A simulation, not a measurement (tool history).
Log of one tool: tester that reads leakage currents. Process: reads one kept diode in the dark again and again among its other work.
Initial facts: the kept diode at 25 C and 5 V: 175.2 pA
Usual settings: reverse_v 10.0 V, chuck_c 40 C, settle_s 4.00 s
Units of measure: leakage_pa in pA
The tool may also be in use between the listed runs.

run      day  reverse_v  chuck_c  settle_s  leakage_pa
  1    0.000       10.0       40      4.00      964.04
  2    3.346       10.0       40      4.00      953.57
  3    6.579       10.0       40      0.64      960.05
  4    9.950       14.9       40      4.00     1168.05
  5   13.825       14.9       26      4.00      337.18
  6   15.779       10.0       40      0.70      947.44
  7   18.029       10.0       40      0.70      952.05
  8   20.896       10.0       40      0.70      944.51
  9   24.883       10.0       35      0.70      612.27
      27.083  -- chuck's temperature calibrated
 10   27.950       10.0       40      0.31      989.40
 11   31.462       10.0       59      4.00     4582.47
 12   35.883       10.0       59      4.00     4550.16
 13   38.812       10.0       49      4.00     2071.61
 14   40.858       10.0       40      4.00      976.09
 15   42.971       10.0       40      4.00      974.49
 16   47.258       10.0       39      4.00      891.36
 17   50.554        4.4       40      4.00      637.10
      50.996  -- tester calibrated
 18   54.912        9.9       40      4.00      960.57
 19   58.162       10.0       59      0.46     4474.97
 20   62.208       10.0       59      0.46     4488.57
 21   66.146       10.0       26      0.70      283.91
      68.050  -- tester calibrated, once more
 22   70.329       10.0       26      0.70      281.09
 23   75.046        1.5       26      0.70      103.45
 24   77.629        3.6       21      7.68      102.43
      78.112  -- chuck's temperature calibrated
 25   81.317        4.1       23      2.50      137.68
 26   84.117        4.1       23      2.50      137.71
 27   87.088       10.0       24      4.00      241.38
      89.133  -- probe card cleaned and baked
 28   91.138       15.9       56      3.19     4526.44
 29   94.133        2.6       26      4.01      136.86
 30   96.388        1.0       23      4.00       63.37
 31  100.254        1.0       23      4.00       62.79
 32  103.950       16.8       28      4.00      421.10
 33  108.383        1.9       24      1.07       95.46

For some of the steps in leakage_pa from one run to the next: how much would appear even if the tool had no hidden state, given the settings, what came in and random variation, and how much remains for the hidden state plus any gauge scatter that the measured result and the result without hidden state don't share?
Unlogged tool condition in this case: stray current of the dirty probe card, pA a volt; current scale over the true one, %; true chuck temperature over the reading, C; drift of the gauge itself on leakage_pa, %.
Run 18 -> 19: reverse_v 9.9 -> 10.0, chuck_c 40 -> 59, settle_s 4.00 -> 0.46. leakage_pa +3514.40 pA: hidden state -75.83, all else +3590.23.
Run 20 -> 21: chuck_c 59 -> 26, settle_s 0.46 -> 0.70. leakage_pa -4204.66 pA: hidden state +102.34, all else -4307.00.
Run 27 -> 28: reverse_v 10.0 -> 15.9, chuck_c 24 -> 56, settle_s 4.00 -> 3.19, probe card cleaned and baked. leakage_pa +4285.06 pA: hidden state -73.82, all else +4358.88.
Run 28 -> 29: reverse_v 15.9 -> 2.6, chuck_c 56 -> 26, settle_s 3.19 -> 4.01. leakage_pa -4389.58 pA: hidden state +55.95, all else -4445.53.

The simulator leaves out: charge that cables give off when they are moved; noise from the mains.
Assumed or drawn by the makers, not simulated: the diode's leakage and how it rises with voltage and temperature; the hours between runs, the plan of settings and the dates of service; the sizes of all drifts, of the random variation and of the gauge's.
